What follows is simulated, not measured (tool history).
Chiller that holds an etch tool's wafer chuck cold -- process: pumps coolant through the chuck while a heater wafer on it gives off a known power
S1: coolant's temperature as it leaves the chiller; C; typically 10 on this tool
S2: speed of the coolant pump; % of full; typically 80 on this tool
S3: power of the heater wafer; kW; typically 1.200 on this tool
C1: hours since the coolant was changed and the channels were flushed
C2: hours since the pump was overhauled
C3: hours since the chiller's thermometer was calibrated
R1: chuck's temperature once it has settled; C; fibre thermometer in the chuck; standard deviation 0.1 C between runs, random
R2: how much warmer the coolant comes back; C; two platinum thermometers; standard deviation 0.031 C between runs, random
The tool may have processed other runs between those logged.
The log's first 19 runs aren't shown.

run,day,S1,S2,S3,C1,C2,C3,R1,R2
20,132.238,10,80,1.046,2154,555,5791,21.5,2.39
# day 134.779: chiller's thermometer calibrated
21,140.888,11,80,1.280,2361,762,147,26.1,2.92
22,149.450,11,80,1.280,2566,967,352,26.3,2.90
23,154.238,10,85,1.280,2681,1082,467,24.6,2.76
24,158.525,16,66,1.200,2784,1185,570,32.8,3.43
25,166.533,16,66,1.200,2976,1377,762,32.9,3.40
26,176.146,16,66,1.200,3207,1608,993,32.9,3.41
27,185.296,16,66,1.200,3427,1828,1212,33.1,3.38
28,194.150,13,91,0.644,3639,2040,1425,20.1,1.28
29,203.438,10,77,0.846,3862,2263,1648,20.6,2.04
30,207.667,10,77,0.846,3964,2365,1749,20.5,2.07
31,217.312,10,77,0.846,4195,2596,1981,20.6,2.13

Here are 3 independent what-if runs from the current tool condition. What would each one return?
A,224.100,18,84,0.801,4358,2759,2144,?,?
B,224.100,10,70,0.846,4358,2759,2144,?,?
C,224.100,2,60,1.200,4358,2759,2144,?,?

run,R1,R2
A,27.2,1.79
B,21.6,2.29
C,20.9,3.90
With the hidden condition removed and each run's random variation left untouched, the same runs would have given:
run,R1,R2
A,26.7,1.74
B,20.9,2.21
C,19.6,3.78
